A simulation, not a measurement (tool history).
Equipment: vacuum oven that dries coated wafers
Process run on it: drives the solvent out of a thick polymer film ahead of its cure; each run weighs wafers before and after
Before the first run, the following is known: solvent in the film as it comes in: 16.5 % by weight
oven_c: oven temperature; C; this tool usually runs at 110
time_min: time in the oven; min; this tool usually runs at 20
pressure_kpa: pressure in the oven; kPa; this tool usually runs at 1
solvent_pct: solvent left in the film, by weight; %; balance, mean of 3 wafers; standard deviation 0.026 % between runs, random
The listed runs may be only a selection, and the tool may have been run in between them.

run	day	oven_c	time_min	pressure_kpa	solvent_pct
1	0	110	20	1	3.13
2	0.533	110	20	1	3.1
3	1.242	110	20	1	3.08
4	1.671	110	20	1	3.11
5	2.404	110	20	1	3.17
6	2.946	110	20	1.96	3.35
7	3.35	110	20	1.96	3.32
8	4.088	110	20	1	3.16
9	4.617	110	20	1	3.14
10	5.192	110	20	1	3.16
11	5.85	110	20	1	3.16
12	6.179	110	20	1	3.12
# day 6.292: vacuum gauge cleaned of residue and calibrated
13	6.842	110	20	1	3.14
14	7.179	120	36	3.78	0.94
15	7.754	120	36	3.78	0.91
# day 8.3: vacuum gauge cleaned of residue and calibrated, once more
16	8.362	120	36	3.78	0.92
17	8.725	114	15	2.04	3.54
18	9.425	114	30	1.55	1.11
19	9.904	99	20	1.8	6.7
20	10.504	117	33	2.04	0.74
21	11.142	117	33	2.04	0.8
22	11.504	121	21	0.92	0.8
23	12.108	121	21	0.92	0.79
24	12.675	121	21	0.92	0.8
25	13.317	121	21	0.92	0.84

What would each run have given without the hidden state, its run-to-run variation left as it was?
Hidden state at play: true wafer temperature over the reading, C; true pressure over the reading, kPa; drift of the gauge itself on solvent_pct, %.
run	solvent_pct
1	3.07
2	3.04
3	3.02
4	3.05
5	3.1
6	3.27
7	3.24
8	3.08
9	3.05
10	3.07
11	3.06
12	3.02
13	3.02
14	0.9
15	0.88
16	0.9
17	3.43
18	1.06
19	6.57
20	0.7
21	0.76
22	0.75
23	0.73
24	0.73
25	0.77
